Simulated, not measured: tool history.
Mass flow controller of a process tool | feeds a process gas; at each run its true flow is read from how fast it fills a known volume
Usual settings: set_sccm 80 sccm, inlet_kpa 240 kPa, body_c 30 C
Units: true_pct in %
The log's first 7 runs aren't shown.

run 8 hour=708.7 | set_sccm=80 inlet_kpa=240 body_c=30 | true_pct=100.40
run 9 hour=855.0 | set_sccm=80 inlet_kpa=240 body_c=30 | true_pct=100.23
run 10 hour=933.5 | set_sccm=80 inlet_kpa=152 body_c=30 | true_pct=100.54
run 11 hour=1035.7 | set_sccm=80 inlet_kpa=152 body_c=30 | true_pct=100.55
run 12 hour=1118.2 | set_sccm=80 inlet_kpa=152 body_c=30 | true_pct=100.60
run 13 hour=1240.4 | set_sccm=80 inlet_kpa=152 body_c=30 | true_pct=100.66
run 14 hour=1349.8 | set_sccm=80 inlet_kpa=240 body_c=30 | true_pct=100.43
run 15 hour=1463.5 | set_sccm=80 inlet_kpa=240 body_c=30 | true_pct=100.29
run 16 hour=1528.2 | set_sccm=80 inlet_kpa=240 body_c=22 | true_pct=99.96
run 17 hour=1617.2 | set_sccm=155 inlet_kpa=179 body_c=22 | true_pct=100.23
run 18 hour=1714.9 | set_sccm=155 inlet_kpa=179 body_c=22 | true_pct=100.06
run 19 hour=1828.0 | set_sccm=155 inlet_kpa=179 body_c=22 | true_pct=100.12
run 20 hour=1912.0 | set_sccm=155 inlet_kpa=179 body_c=22 | true_pct=100.10
run 21 hour=2027.2 | set_sccm=155 inlet_kpa=179 body_c=22 | true_pct=100.09
run 22 hour=2149.2 | set_sccm=155 inlet_kpa=178 body_c=29 | true_pct=100.29
run 23 hour=2286.5 | set_sccm=32 inlet_kpa=200 body_c=30 | true_pct=101.78
run 24 hour=2421.8 | set_sccm=32 inlet_kpa=200 body_c=30 | true_pct=101.75
run 25 hour=2529.4 | set_sccm=35 inlet_kpa=173 body_c=35 | true_pct=101.80
run 26 hour=2605.0 | set_sccm=80 inlet_kpa=261 body_c=30 | true_pct=100.35
run 27 hour=2744.8 | set_sccm=80 inlet_kpa=261 body_c=30 | true_pct=100.42
run 28 hour=2850.1 | set_sccm=89 inlet_kpa=165 body_c=30 | true_pct=100.61
run 29 hour=2915.4 | set_sccm=30 inlet_kpa=165 body_c=30 | true_pct=102.17
run 30 hour=3056.2 | set_sccm=93 inlet_kpa=239 body_c=30 | true_pct=100.40
run 31 hour=3154.0 | set_sccm=93 inlet_kpa=239 body_c=30 | true_pct=100.26
run 32 hour=3276.9 | set_sccm=93 inlet_kpa=239 body_c=30 | true_pct=100.26

3 ways to go on from here, each from the tool as it stands after run 32. What would each give?
run A hour=3365.2 | set_sccm=80 inlet_kpa=196 body_c=30 | true_pct=?
run B hour=3365.2 | set_sccm=93 inlet_kpa=164 body_c=28 | true_pct=?
run C hour=3365.2 | set_sccm=80 inlet_kpa=240 body_c=27 | true_pct=?

run=A true_pct=100.55
run=B true_pct=100.55
run=C true_pct=100.37
Without the tool's hidden state the same runs would have given:
run=A true_pct=99.84
run=B true_pct=99.99
run=C true_pct=99.66
